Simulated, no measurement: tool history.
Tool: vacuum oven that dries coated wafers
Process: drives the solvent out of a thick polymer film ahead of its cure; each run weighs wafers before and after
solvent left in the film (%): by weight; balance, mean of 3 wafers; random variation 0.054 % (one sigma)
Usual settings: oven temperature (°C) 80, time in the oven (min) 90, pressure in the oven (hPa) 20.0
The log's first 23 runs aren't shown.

run	hour	oven temperature (°C)	time in the oven (min)	pressure in the oven (hPa)	hours of work since the thermocouples were calibrated	hours of work since the vacuum gauge was cleaned of residue	solvent left in the film (%)
24	561.0	80	49	50.6	480	983	6.38
25	575.7	93	49	15.3	487	991	1.35
26	604.4	66	90	67.8	502	1006	11.53
27	626.5	66	90	67.8	514	1017	11.34
28	646.6	66	90	67.8	524	1028	11.38
29	680.5	66	90	67.8	541	1045	11.49
30	694.6	80	46	37.3	549	1052	5.81
31	728.6	80	46	37.3	566	1070	5.82
32	751.2	80	46	37.3	578	1082	5.83
33	771.8	76	118	11.8	589	1092	1.72
34	788.8	76	116	21.9	597	1101	2.60
35	810.4	76	152	21.9	608	1112	2.32
36	839.8	76	152	21.9	624	1127	2.32
37	862.8	80	147	32.1	636	1139	2.57
38	877.7	86	50	45.4	643	1147	4.00
# hour 895.9: oven's thermocouples calibrated
39	896.4	79	90	20.0	0	1156	2.54
40	914.3	79	109	42.8	10	1165	3.83
41	940.1	80	54	10.3	23	1178	3.30
42	967.2	80	54	10.3	37	1192	3.37
43	997.5	76	126	28.4	52	1208	3.07

Forecast each of these 4 alternatives for the next run:
A	1030.9	73	99	24.2	70	1225	?
B	1030.9	76	126	19.8	70	1225	?
C	1030.9	80	58	20.0	70	1225	?
D	1030.9	76	99	28.4	70	1225	?

run	solvent left in the film (%)
A	3.91
B	2.32
C	3.71
D	3.48
Without the tool's hidden state the same runs would have given:
run	solvent left in the film (%)
A	3.66
B	2.06
C	3.55
D	3.25
